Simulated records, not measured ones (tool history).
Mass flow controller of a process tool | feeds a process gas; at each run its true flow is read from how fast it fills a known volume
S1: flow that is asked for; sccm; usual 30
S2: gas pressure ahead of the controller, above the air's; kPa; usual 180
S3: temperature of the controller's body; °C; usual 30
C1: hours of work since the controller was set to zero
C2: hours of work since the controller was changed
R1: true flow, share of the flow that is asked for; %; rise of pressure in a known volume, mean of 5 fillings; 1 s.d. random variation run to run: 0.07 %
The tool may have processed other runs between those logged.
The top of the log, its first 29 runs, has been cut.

run    hour  S1   S2  S3    C1    C2     R1
 30  4942.0  30  208  38  2522  2522  98.42
 31  5068.7  25  178  30  2583  2583  98.67
 32  5214.1   7  236  30  2654  2654  96.61
 33  5344.0   7  236  30  2716  2716  96.64
 34  5485.4  10  236  22  2785  2785  97.77
 35  5687.0   7  154  29  2882  2882  96.68
 36  5807.4  11  252  26  2940  2940  97.59
 37  6045.9  16  180  24  3055  3055  98.44
 38  6170.5  16  180  24  3115  3115  98.42
 39  6291.1  45  180  38  3173  3173  99.22
 40  6440.7  45  180  38  3246  3246  99.24
 41  6670.9  45  180  38  3357  3357  99.06
 42  6909.1  30  238  30  3472  3472  98.84
 43  7035.6  30  238  30  3533  3533  98.81
 44  7242.5  11  259  30  3633  3633  96.99
 45  7396.2  24  211  30  3707  3707  98.52
 46  7542.2  24  211  30  3777  3777  98.50
 47  7778.4  30  168  30  3891  3891  98.91
 48  7959.4  20  236  28  3979  3979  98.27

3 options for the next run, each taken on its own from the tool as it stands now. Forecast them:
  A  8133.2  50  225  33  4063  4063   ?
  B  8133.2  16  236  28  4063  4063   ?
  C  8133.2  30  180  20  4063  4063   ?

run     R1
  A  99.64
  B  97.85
  C  99.54
Without the tool's unlogged condition, the same runs would have read:
run     R1
  A  99.40
  B  98.38
  C  99.54
